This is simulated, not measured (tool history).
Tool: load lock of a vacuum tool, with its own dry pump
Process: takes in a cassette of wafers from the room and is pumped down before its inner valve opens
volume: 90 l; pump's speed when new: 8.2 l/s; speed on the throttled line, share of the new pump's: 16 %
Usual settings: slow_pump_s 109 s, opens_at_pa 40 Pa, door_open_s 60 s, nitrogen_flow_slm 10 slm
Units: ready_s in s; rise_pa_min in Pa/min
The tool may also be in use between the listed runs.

| run | hour | slow_pump_s | opens_at_pa | door_open_s | nitrogen_flow_slm | incoming humidity of the room's air, % | ready_s | rise_pa_min |
|---|---|---|---|---|---|---|---|---|
| 1 | 0.0 | 109 | 40 | 60 | 10 | 43.0 | 177.6 | 0.018 |
| 2 | 187.6 | 79 | 40 | 60 | 10 | 43.4 | 153.4 | 0.016 |
| 3 | 398.8 | 79 | 40 | 60 | 10 | 47.9 | 153.9 | 0.011 |
| 4 | 622.0 | 79 | 40 | 60 | 10 | 43.2 | 154.0 | 0.018 |
| 5 | 968.5 | 79 | 40 | 60 | 10 | 44.2 | 152.3 | 0.011 |
| 6 | 1392.8 | 109 | 40 | 117 | 10 | 42.8 | 177.9 | 0.025 |
| 7 | 1768.2 | 109 | 40 | 201 | 10 | 44.3 | 177.9 | 0.027 |
| 8 | 2079.0 | 109 | 40 | 201 | 10 | 44.6 | 177.7 | 0.026 |
| 9 | 2302.6 | 109 | 40 | 201 | 10 | 45.8 | 180.2 | 0.020 |
| 10 | 2517.4 | 109 | 40 | 201 | 10 | 39.9 | 179.3 | 0.023 |
| 11 | 2753.7 | 109 | 40 | 201 | 10 | 42.7 | 179.5 | 0.023 |
| 12 | 3066.7 | 109 | 40 | 201 | 10 | 46.2 | 179.8 | 0.024 |
| 13 | 3529.0 | 109 | 40 | 60 | 5 | 44.9 | 179.1 | 0.025 |
| 14 | 3806.9 | 109 | 40 | 60 | 10 | 44.9 | 177.0 | 0.013 |
| 15 | 4162.6 | 109 | 40 | 60 | 10 | 45.4 | 176.8 | 0.018 |
| 16 | 4575.9 | 109 | 40 | 60 | 10 | 46.3 | 178.8 | 0.020 |
| 17 | 4993.4 | 109 | 40 | 60 | 10 | 48.0 | 177.7 | 0.019 |
| 18 | 5330.1 | 109 | 40 | 60 | 10 | 41.2 | 178.1 | 0.016 |
| 19 | 5776.5 | 109 | 40 | 60 | 10 | 41.8 | 178.3 | 0.018 |

The next listed run, before its measurement:
| 20 | 6206.9 | 109 | 40 | 60 | 10 | 45.4 | ? | ? |

{"run 20": {"ready_s": 177.7, "rise_pa_min": 0.02}}
Without the tool's hidden state the same run would have given ready_s 177.6 s, rise_pa_min 0.018 Pa/min.
